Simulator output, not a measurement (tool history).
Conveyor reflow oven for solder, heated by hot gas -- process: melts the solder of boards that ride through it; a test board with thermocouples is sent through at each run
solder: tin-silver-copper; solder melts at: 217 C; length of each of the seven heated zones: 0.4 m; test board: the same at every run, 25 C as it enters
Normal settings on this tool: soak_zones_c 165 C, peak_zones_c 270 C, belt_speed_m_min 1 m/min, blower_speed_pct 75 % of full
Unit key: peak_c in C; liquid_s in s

run 1 hour=0 | soak_zones_c=165 peak_zones_c=270 belt_speed_m_min=1 blower_speed_pct=75 | peak_c=255.5 liquid_s=36.13
run 2 hour=6.7 | soak_zones_c=165 peak_zones_c=270 belt_speed_m_min=1 blower_speed_pct=75 | peak_c=256 liquid_s=36.06
run 3 hour=13.5 | soak_zones_c=150 peak_zones_c=270 belt_speed_m_min=1 blower_speed_pct=75 | peak_c=253.1 liquid_s=32.43
run 4 hour=19.9 | soak_zones_c=150 peak_zones_c=270 belt_speed_m_min=1 blower_speed_pct=75 | peak_c=253.5 liquid_s=32.37
run 5 hour=29.6 | soak_zones_c=150 peak_zones_c=270 belt_speed_m_min=1 blower_speed_pct=75 | peak_c=253.6 liquid_s=32.38
run 6 hour=39.6 | soak_zones_c=150 peak_zones_c=270 belt_speed_m_min=1 blower_speed_pct=75 | peak_c=253.4 liquid_s=32.38
run 7 hour=50.6 | soak_zones_c=150 peak_zones_c=270 belt_speed_m_min=1 blower_speed_pct=75 | peak_c=253.3 liquid_s=32.33
run 8 hour=55.6 | soak_zones_c=150 peak_zones_c=270 belt_speed_m_min=1 blower_speed_pct=75 | peak_c=253.4 liquid_s=32.24
run 9 hour=61.3 | soak_zones_c=165 peak_zones_c=270 belt_speed_m_min=1 blower_speed_pct=83 | peak_c=257.9 liquid_s=37.29
run 10 hour=70.5 | soak_zones_c=165 peak_zones_c=270 belt_speed_m_min=1 blower_speed_pct=83 | peak_c=257.7 liquid_s=37.17
run 11 hour=79.2 | soak_zones_c=165 peak_zones_c=270 belt_speed_m_min=1 blower_speed_pct=83 | peak_c=257.8 liquid_s=37.22
run 12 hour=89.6 | soak_zones_c=165 peak_zones_c=270 belt_speed_m_min=1 blower_speed_pct=83 | peak_c=257.9 liquid_s=37.13
run 13 hour=94.2 | soak_zones_c=165 peak_zones_c=270 belt_speed_m_min=1 blower_speed_pct=83 | peak_c=257.8 liquid_s=37.14
run 14 hour=103.1 | soak_zones_c=165 peak_zones_c=270 belt_speed_m_min=1 blower_speed_pct=89 | peak_c=259.2 liquid_s=38
run 15 hour=113.6 | soak_zones_c=165 peak_zones_c=270 belt_speed_m_min=1 blower_speed_pct=80 | peak_c=256.8 liquid_s=36.9
run 16 hour=124 | soak_zones_c=165 peak_zones_c=270 belt_speed_m_min=1 blower_speed_pct=75 | peak_c=255.6 liquid_s=36
run 17 hour=131.8 | soak_zones_c=165 peak_zones_c=277 belt_speed_m_min=1 blower_speed_pct=71 | peak_c=260.6 liquid_s=37.78
-- hour=136.6 belt drive overhauled, speed set with a stopwatch
run 18 hour=144.7 | soak_zones_c=165 peak_zones_c=263 belt_speed_m_min=1 blower_speed_pct=82 | peak_c=251.1 liquid_s=34.77
run 19 hour=153 | soak_zones_c=173 peak_zones_c=261 belt_speed_m_min=1.15 blower_speed_pct=60 | peak_c=239.3 liquid_s=23.59
run 20 hour=163.5 | soak_zones_c=165 peak_zones_c=272 belt_speed_m_min=0.92 blower_speed_pct=78 | peak_c=261.2 liquid_s=42.01
run 21 hour=168.5 | soak_zones_c=165 peak_zones_c=276 belt_speed_m_min=1 blower_speed_pct=80 | peak_c=262.7 liquid_s=38.81
run 22 hour=176.5 | soak_zones_c=165 peak_zones_c=276 belt_speed_m_min=1 blower_speed_pct=80 | peak_c=262.1 liquid_s=38.87
run 23 hour=185.9 | soak_zones_c=156 peak_zones_c=266 belt_speed_m_min=0.98 blower_speed_pct=54 | peak_c=243.4 liquid_s=27.33
-- hour=193.7 belt drive overhauled, speed set with a stopwatch, once more
run 24 hour=197 | soak_zones_c=156 peak_zones_c=274 belt_speed_m_min=0.96 blower_speed_pct=54 | peak_c=250.2 liquid_s=31.75
run 25 hour=204.6 | soak_zones_c=172 peak_zones_c=269 belt_speed_m_min=1 blower_speed_pct=86 | peak_c=258.1 liquid_s=38.24
run 26 hour=211.3 | soak_zones_c=165 peak_zones_c=270 belt_speed_m_min=1 blower_speed_pct=70 | peak_c=253.7 liquid_s=34.47
run 27 hour=219 | soak_zones_c=150 peak_zones_c=272 belt_speed_m_min=1.09 blower_speed_pct=54 | peak_c=241 liquid_s=21.47
run 28 hour=226.9 | soak_zones_c=150 peak_zones_c=272 belt_speed_m_min=1.09 blower_speed_pct=54 | peak_c=241.4 liquid_s=21.51
run 29 hour=234.5 | soak_zones_c=150 peak_zones_c=272 belt_speed_m_min=1.09 blower_speed_pct=54 | peak_c=240.8 liquid_s=21.55
run 30 hour=240.8 | soak_zones_c=150 peak_zones_c=272 belt_speed_m_min=1.09 blower_speed_pct=54 | peak_c=240.8 liquid_s=21.38
run 31 hour=245.7 | soak_zones_c=150 peak_zones_c=272 belt_speed_m_min=1.09 blower_speed_pct=54 | peak_c=240.9 liquid_s=21.53

Consider 4 possible next runs. They are alternatives, not a sequence: every one starts from the tool as it was left by run 31. What does each give?
run A hour=250.5 | soak_zones_c=150 peak_zones_c=258 belt_speed_m_min=1.09 blower_speed_pct=54 | peak_c=? liquid_s=?
run B hour=250.5 | soak_zones_c=150 peak_zones_c=282 belt_speed_m_min=0.87 blower_speed_pct=59 | peak_c=? liquid_s=?
run C hour=250.5 | soak_zones_c=165 peak_zones_c=272 belt_speed_m_min=1.19 blower_speed_pct=75 | peak_c=? liquid_s=?
run D hour=250.5 | soak_zones_c=165 peak_zones_c=270 belt_speed_m_min=1.19 blower_speed_pct=56 | peak_c=? liquid_s=?

run=A peak_c=229.7 liquid_s=13.6
run=B peak_c=263 liquid_s=41.08
run=C peak_c=250.3 liquid_s=26.93
run=D peak_c=240.3 liquid_s=20.88
Take away the tool's hidden state, keep each run's random variation, and the runs would have read:
run=A peak_c=229 liquid_s=13.08
run=B peak_c=262 liquid_s=40.78
run=C peak_c=249.6 liquid_s=26.82
run=D peak_c=239.6 liquid_s=20.63
